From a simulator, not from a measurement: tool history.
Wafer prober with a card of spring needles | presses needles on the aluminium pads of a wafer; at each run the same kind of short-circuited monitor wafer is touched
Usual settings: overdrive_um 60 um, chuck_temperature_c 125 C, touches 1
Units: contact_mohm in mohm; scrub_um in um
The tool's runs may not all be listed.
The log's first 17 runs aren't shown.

run	day	overdrive_um	chuck_temperature_c	touches	contact_mohm	scrub_um
# day 23.012: tips cleaned on abrasive film
# day 23.025: height of the first contact set anew
18	23.517	45	64	1	333	5.72
# day 23.925: tips cleaned on abrasive film
# day 24.746: tips cleaned on abrasive film
19	25.204	45	64	1	338	5.7
# day 25.721: tips cleaned on abrasive film
# day 26.571: tips cleaned on abrasive film
20	26.85	45	64	1	300	5.7
# day 27.4: tips cleaned on abrasive film
# day 28.229: tips cleaned on abrasive film
21	28.658	74	92	1	252	9.36
# day 29.125: tips cleaned on abrasive film
# day 29.942: tips cleaned on abrasive film
22	30.229	60	43	1	248	7.56
# day 30.771: tips cleaned on abrasive film
# day 31.721: tips cleaned on abrasive film
23	31.721	42	125	1	232	5.26
# day 32.625: tips cleaned on abrasive film
24	32.662	69	57	3	197	8.7
# day 33.438: tips cleaned on abrasive film
25	34.083	69	57	3	222	8.68
# day 34.325: tips cleaned on abrasive film
26	35	60	29	1	293	7.54
# day 35.175: tips cleaned on abrasive film
# day 36.083: tips cleaned on abrasive film
27	36.1	66	125	3	209	8.29
# day 36.929: tips cleaned on abrasive film
28	36.929	66	125	3	207	8.26
# day 37.812: tips cleaned on abrasive film
# day 38.679: tips cleaned on abrasive film
29	38.762	66	125	3	215	8.25
# day 39.554: tips cleaned on abrasive film
30	39.771	66	53	2	217	8.24
# day 40.446: tips cleaned on abrasive film
# day 41.329: tips cleaned on abrasive film
31	41.417	74	26	2	193	9.26

Forecast each of these 3 alternatives for the next run:
# day 42.196: tips cleaned on abrasive film
A	42.383	44	26	2	?	?
# day 42.196: tips cleaned on abrasive film
B	42.383	43	125	2	?	?
# day 42.196: tips cleaned on abrasive film
C	42.383	51	26	2	?	?

run	contact_mohm	scrub_um
A	241	5.43
B	262	5.3
C	228	6.3
Without the tool's hidden state the same runs would have given:
run	contact_mohm	scrub_um
A	187	5.6
B	212	5.46
C	186	6.46
